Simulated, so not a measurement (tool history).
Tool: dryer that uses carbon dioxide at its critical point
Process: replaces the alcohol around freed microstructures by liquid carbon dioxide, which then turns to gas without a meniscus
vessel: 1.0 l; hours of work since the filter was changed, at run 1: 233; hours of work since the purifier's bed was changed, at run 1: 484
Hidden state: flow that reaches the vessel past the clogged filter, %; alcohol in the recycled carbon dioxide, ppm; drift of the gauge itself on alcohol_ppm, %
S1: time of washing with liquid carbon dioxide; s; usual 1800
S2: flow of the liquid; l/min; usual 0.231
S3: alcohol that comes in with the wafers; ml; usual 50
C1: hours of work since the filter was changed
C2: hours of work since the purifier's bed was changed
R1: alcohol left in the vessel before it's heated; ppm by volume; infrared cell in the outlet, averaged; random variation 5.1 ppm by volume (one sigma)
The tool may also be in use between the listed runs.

run 1 hour=0.0 | S1=1800 S2=0.231 S3=50 | C1=233 C2=484 | R1=324
run 2 hour=14.8 | S1=1800 S2=0.231 S3=50 | C1=242 C2=493 | R1=322
run 3 hour=38.6 | S1=1620 S2=0.231 S3=50 | C1=256 C2=507 | R1=398
run 4 hour=63.6 | S1=1620 S2=0.231 S3=50 | C1=271 C2=522 | R1=405
run 5 hour=82.1 | S1=1800 S2=0.269 S3=50 | C1=282 C2=532 | R1=265
run 6 hour=107.8 | S1=1800 S2=0.269 S3=50 | C1=297 C2=548 | R1=285
run 7 hour=132.6 | S1=1800 S2=0.231 S3=50 | C1=311 C2=562 | R1=367
run 8 hour=151.2 | S1=1800 S2=0.231 S3=50 | C1=322 C2=573 | R1=366
run 9 hour=174.6 | S1=1800 S2=0.231 S3=50 | C1=336 C2=587 | R1=382
run 10 hour=193.0 | S1=1800 S2=0.231 S3=50 | C1=347 C2=598 | R1=382
run 11 hour=208.8 | S1=1800 S2=0.231 S3=50 | C1=356 C2=607 | R1=388
run 12 hour=224.1 | S1=1800 S2=0.231 S3=50 | C1=365 C2=616 | R1=373
-- hour=231.5 purifier's bed changed
run 13 hour=251.5 | S1=1800 S2=0.231 S3=50 | C1=379 C2=12 | R1=122
run 14 hour=269.8 | S1=1800 S2=0.167 S3=50 | C1=390 C2=22 | R1=655
run 15 hour=286.3 | S1=1800 S2=0.167 S3=50 | C1=400 C2=32 | R1=652
run 16 hour=298.4 | S1=1800 S2=0.231 S3=50 | C1=407 C2=39 | R1=153
run 17 hour=321.0 | S1=1800 S2=0.231 S3=50 | C1=420 C2=53 | R1=152
-- hour=331.7 inlet filter changed
run 18 hour=343.6 | S1=1800 S2=0.231 S3=50 | C1=7 C2=65 | R1=110
run 19 hour=366.1 | S1=1800 S2=0.231 S3=50 | C1=20 C2=78 | R1=119
run 20 hour=380.2 | S1=1800 S2=0.231 S3=50 | C1=28 C2=87 | R1=116
run 21 hour=400.3 | S1=1800 S2=0.231 S3=50 | C1=40 C2=99 | R1=125
run 22 hour=423.4 | S1=1800 S2=0.231 S3=50 | C1=54 C2=112 | R1=143
run 23 hour=443.1 | S1=1260 S2=0.210 S3=57 | C1=65 C2=124 | R1=1021
run 24 hour=463.4 | S1=1140 S2=0.210 S3=106 | C1=77 C2=136 | R1=2652
run 25 hour=478.6 | S1=2160 S2=0.149 S3=34 | C1=86 C2=145 | R1=307
run 26 hour=503.6 | S1=2160 S2=0.204 S3=37 | C1=101 C2=159 | R1=113
run 27 hour=524.5 | S1=1380 S2=0.231 S3=50 | C1=113 C2=171 | R1=459
run 28 hour=546.4 | S1=2640 S2=0.157 S3=45 | C1=126 C2=184 | R1=154
run 29 hour=566.0 | S1=2340 S2=0.157 S3=50 | C1=138 C2=196 | R1=272
run 30 hour=591.7 | S1=2340 S2=0.157 S3=50 | C1=153 C2=211 | R1=295
run 31 hour=606.5 | S1=2340 S2=0.157 S3=50 | C1=161 C2=220 | R1=290
run 32 hour=631.5 | S1=1500 S2=0.231 S3=70 | C1=176 C2=234 | R1=477
run 33 hour=652.3 | S1=1500 S2=0.231 S3=70 | C1=188 C2=247 | R1=488
run 34 hour=667.6 | S1=1800 S2=0.231 S3=29 | C1=197 C2=256 | R1=174
run 35 hour=681.6 | S1=2820 S2=0.297 S3=48 | C1=206 C2=264 | R1=120
run 36 hour=705.5 | S1=2820 S2=0.159 S3=41 | C1=219 C2=278 | R1=176
run 37 hour=726.9 | S1=1680 S2=0.159 S3=45 | C1=232 C2=290 | R1=963
run 38 hour=743.8 | S1=1680 S2=0.159 S3=45 | C1=242 C2=300 | R1=952
run 39 hour=760.9 | S1=1680 S2=0.159 S3=45 | C1=252 C2=310 | R1=991
run 40 hour=774.0 | S1=1620 S2=0.155 S3=83 | C1=260 C2=318 | R1=2049
run 41 hour=798.4 | S1=1200 S2=0.235 S3=21 | C1=274 C2=332 | R1=465
run 42 hour=814.9 | S1=1440 S2=0.334 S3=50 | C1=284 C2=342 | R1=187

Forecast each of these 3 alternatives for the next run:
run A hour=836.5 | S1=1320 S2=0.156 S3=50 | C1=296 C2=355 | R1=?
run B hour=836.5 | S1=1080 S2=0.268 S3=42 | C1=296 C2=355 | R1=?
run C hour=836.5 | S1=1260 S2=0.151 S3=50 | C1=296 C2=355 | R1=?

run=A R1=2506
run=B R1=754
run=C R1=3235
Without the tool's hidden state the same runs would have given:
run=A R1=1942
run=B R1=455
run=C R1=2574
